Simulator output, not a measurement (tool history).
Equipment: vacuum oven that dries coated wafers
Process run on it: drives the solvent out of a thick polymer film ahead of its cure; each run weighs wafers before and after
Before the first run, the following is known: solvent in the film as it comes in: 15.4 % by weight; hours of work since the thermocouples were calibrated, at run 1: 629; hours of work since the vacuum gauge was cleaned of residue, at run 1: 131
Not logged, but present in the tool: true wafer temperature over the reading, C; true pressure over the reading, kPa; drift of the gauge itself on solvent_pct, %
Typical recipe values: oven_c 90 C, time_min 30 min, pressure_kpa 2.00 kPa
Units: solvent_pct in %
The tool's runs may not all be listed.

run      day  oven_c  time_min  pressure_kpa  hours of work since the thermocouples were calibrated  hours of work since the vacuum gauge was cleaned of residue  solvent_pct
  1    0.000      90        30          2.00                                                    629                                                          131         5.14
  2    3.304      90        30          2.00                                                    689                                                          191         5.20
  3    4.817      77        30          2.00                                                    716                                                          219         9.04
  4    6.717      77        30          2.00                                                    751                                                          253         9.09
  5    8.438      77        30          2.00                                                    782                                                          284         9.06
  6   10.279      77        30          2.00                                                    816                                                          318         9.00
  7   14.025      90        30          6.00                                                    884                                                          386         8.75
  8   16.442      90        30          6.00                                                    928                                                          430         8.72
  9   18.267      90        30          6.00                                                    961                                                          463         8.89
 10   21.546      90        30          2.00                                                   1020                                                          523         5.54
 11   23.504      90        30          2.00                                                   1056                                                          558         5.59
 12   26.050      81        30          2.00                                                   1102                                                          604         8.05
 13   29.221      90        30          2.00                                                   1160                                                          662         5.57
 14   31.033      90        30          2.00                                                   1193                                                          695         5.70
 15   32.950      90        30          2.00                                                   1228                                                          730         5.73
      34.029  -- oven's thermocouples calibrated
 16   35.196      90        30          2.00                                                     21                                                          769         5.09
 17   37.704      90        30          1.58                                                     67                                                          815         4.79
 18   40.600      90        24          2.00                                                    119                                                          867         6.01
 19   42.504      90        24          2.00                                                    154                                                          902         6.01
 20   44.858      86        30          2.00                                                    197                                                          945         6.33
 21   48.454      86        30          2.00                                                    262                                                         1010         6.44
 22   52.092      86        30          2.00                                                    328                                                         1076         6.44
 23   54.008      86        30          2.00                                                    363                                                         1111         6.66
 24   57.733      91        18          1.53                                                    431                                                         1179         6.66
 25   60.871      85        16          1.53                                                    488                                                         1236         8.93
 26   63.850      85        16          1.53                                                    542                                                         1290         8.84
 27   66.479      98        17          1.77                                                    590                                                         1338         5.52
 28   68.438      98        36          1.88                                                    625                                                         1373         2.99
 29   72.129      94        36          4.63                                                    692                                                         1440         6.19
 30   74.442      78        19          5.51                                                    734                                                         1482        13.43
 31   78.004      78        19          5.51                                                    799                                                         1547        13.38
 32   80.246      78        19          5.51                                                    840                                                         1588        13.53
 33   82.892      93        39          1.12                                                    888                                                         1636         3.41
 34   85.833      83        30          5.48                                                    941                                                         1689        11.40
 35   88.388      83        30          5.48                                                    988                                                         1736        11.08
 36   90.683      90        28          2.45                                                   1029                                                         1777         6.62
 37   93.242      77        48          4.63                                                   1076                                                         1824        11.71
 38   96.542     101        30          2.00                                                   1136                                                         1884         3.33
 39  100.008      90        36          1.47                                                   1199                                                         1947         5.00
     102.575  -- oven's thermocouples calibrated
 40  102.733      90        36          4.96                                                      3                                                         1995         7.49
 41  105.096      94        36          4.96                                                     46                                                         2038         6.31
 42  106.633      94        36          4.96                                                     74                                                         2066         6.25
 43  109.246      90        36          4.30                                                    121                                                         2113         7.00
     111.029  -- vacuum gauge cleaned of residue and calibrated
 44  112.829      90        36          4.30                                                    185                                                           33         6.37

Here are 3 independent what-if runs from the current tool condition. What would each one return?
  A  114.967      81        23          3.17                                                    224                                                           72            ?
  B  114.967      77        40          1.80                                                    224                                                           72            ?
  C  114.967      76        21          2.05                                                    224                                                           72            ?

run  solvent_pct
  A         9.70
  B         7.34
  C        10.17
The same runs, with their run-to-run variation unchanged, on a tool lacking any hidden condition would have given:
run  solvent_pct
  A         9.57
  B         7.19
  C        10.05

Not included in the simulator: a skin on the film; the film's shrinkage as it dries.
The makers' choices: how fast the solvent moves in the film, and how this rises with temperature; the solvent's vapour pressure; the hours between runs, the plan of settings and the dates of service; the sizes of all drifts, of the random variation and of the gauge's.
